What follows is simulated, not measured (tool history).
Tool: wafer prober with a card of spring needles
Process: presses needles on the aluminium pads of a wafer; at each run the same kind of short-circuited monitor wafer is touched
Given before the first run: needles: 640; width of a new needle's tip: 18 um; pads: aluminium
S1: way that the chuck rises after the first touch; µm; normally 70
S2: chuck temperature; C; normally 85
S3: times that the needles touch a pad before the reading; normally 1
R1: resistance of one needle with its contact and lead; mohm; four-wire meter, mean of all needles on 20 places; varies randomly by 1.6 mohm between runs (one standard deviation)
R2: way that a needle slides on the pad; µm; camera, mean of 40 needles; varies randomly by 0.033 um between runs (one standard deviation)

run,hour,S1,S2,S3,R1,R2
1,0,70,85,1,174,13.08
# hour 2.3: tips cleaned on abrasive film
2,6.6,70,85,1,171,13.07
# hour 8: tips cleaned on abrasive film
# hour 13.9: tips cleaned on abrasive film
3,15.3,70,85,1,167,13.05
# hour 20.1: tips cleaned on abrasive film
# hour 26: tips cleaned on abrasive film
4,26,70,85,1,161,13.02
# hour 31.8: tips cleaned on abrasive film
5,31.9,70,85,1,162,13.05
# hour 38.2: tips cleaned on abrasive film
6,41.4,54,85,1,180,9.96
# hour 44.3: tips cleaned on abrasive film
7,49.3,54,85,1,188,9.97
# hour 50.3: tips cleaned on abrasive film
# hour 55.9: tips cleaned on abrasive film
8,59.7,54,85,1,184,10
# hour 61.7: tips cleaned on abrasive film
# hour 67.8: tips cleaned on abrasive film
9,71.7,70,85,1,173,12.9
# hour 73.9: tips cleaned on abrasive film
# hour 80: tips cleaned on abrasive film
10,81.7,70,85,2,162,12.92
# hour 85.9: tips cleaned on abrasive film
11,90.9,70,85,1,175,12.84
# hour 92.1: tips cleaned on abrasive film
12,97,55,85,1,186,10.09
# hour 98.1: tips cleaned on abrasive film
# hour 104.1: tips cleaned on abrasive film
13,105.1,70,85,1,162,12.85
# hour 110.6: tips cleaned on abrasive film
14,115.2,70,85,1,174,12.84
# hour 117.2: tips cleaned on abrasive film
# hour 123.4: tips cleaned on abrasive film
15,124.6,70,85,1,164,12.81
# hour 129.2: tips cleaned on abrasive film
16,132.2,70,27,2,157,12.79
# hour 135.1: tips cleaned on abrasive film
# hour 140.9: tips cleaned on abrasive film
17,141,70,85,2,161,12.77
# hour 146.7: tips cleaned on abrasive film
# hour 152.6: tips cleaned on abrasive film
18,153.1,56,85,3,164,10.14
# hour 158.6: tips cleaned on abrasive film
19,158.6,56,85,3,166,10.12
# hour 164.4: tips cleaned on abrasive film
20,166.1,70,85,1,166,12.75
# hour 170.6: tips cleaned on abrasive film
21,172.8,79,54,3,156,14.41
# hour 177.2: tips cleaned on abrasive film
# hour 183.2: tips cleaned on abrasive film
22,183.4,79,54,3,154,14.34
# hour 189.1: tips cleaned on abrasive film
# hour 195.4: tips cleaned on abrasive film
23,195.8,65,67,1,162,11.7
# hour 201.3: tips cleaned on abrasive film
24,201.6,71,90,1,164,12.83
# hour 207.1: tips cleaned on abrasive film
25,211.6,71,90,1,175,12.85
# hour 213.4: tips cleaned on abrasive film
26,217.1,70,90,3,165,12.56
# hour 219.3: tips cleaned on abrasive film
27,224.2,85,53,3,156,15.41
# hour 225.6: tips cleaned on abrasive film
# hour 231.8: tips cleaned on abrasive film
28,236.4,70,85,2,169,12.54
# hour 237.8: tips cleaned on abrasive film
# hour 244: tips cleaned on abrasive film
29,245.1,82,105,1,164,14.79
# hour 249.8: tips cleaned on abrasive film
30,250.8,82,105,1,165,14.78

Each run again, without the hidden state but with its own random variation kept:
The hidden state here: debris on the tips, nm; way that the needles fall short of the set height, um; tips' diameter, um; drift of the gauge itself on contact_mohm, %; drift of the gauge itself on scrub_um, %.
run,R1,R2
1,162,13.1
2,158,13.09
3,161,13.1
4,160,13.09
5,160,13.13
6,162,10.07
7,165,10.09
8,165,10.14
9,161,13.06
10,158,13.11
11,161,13.05
12,163,10.31
13,157,13.1
14,160,13.1
15,157,13.1
16,149,13.09
17,159,13.1
18,161,10.49
19,164,10.48
20,159,13.12
21,153,14.79
22,153,14.74
23,157,12.13
24,161,13.28
25,160,13.31
26,159,13.03
27,151,15.9
28,159,13.05
29,159,15.33
30,160,15.33
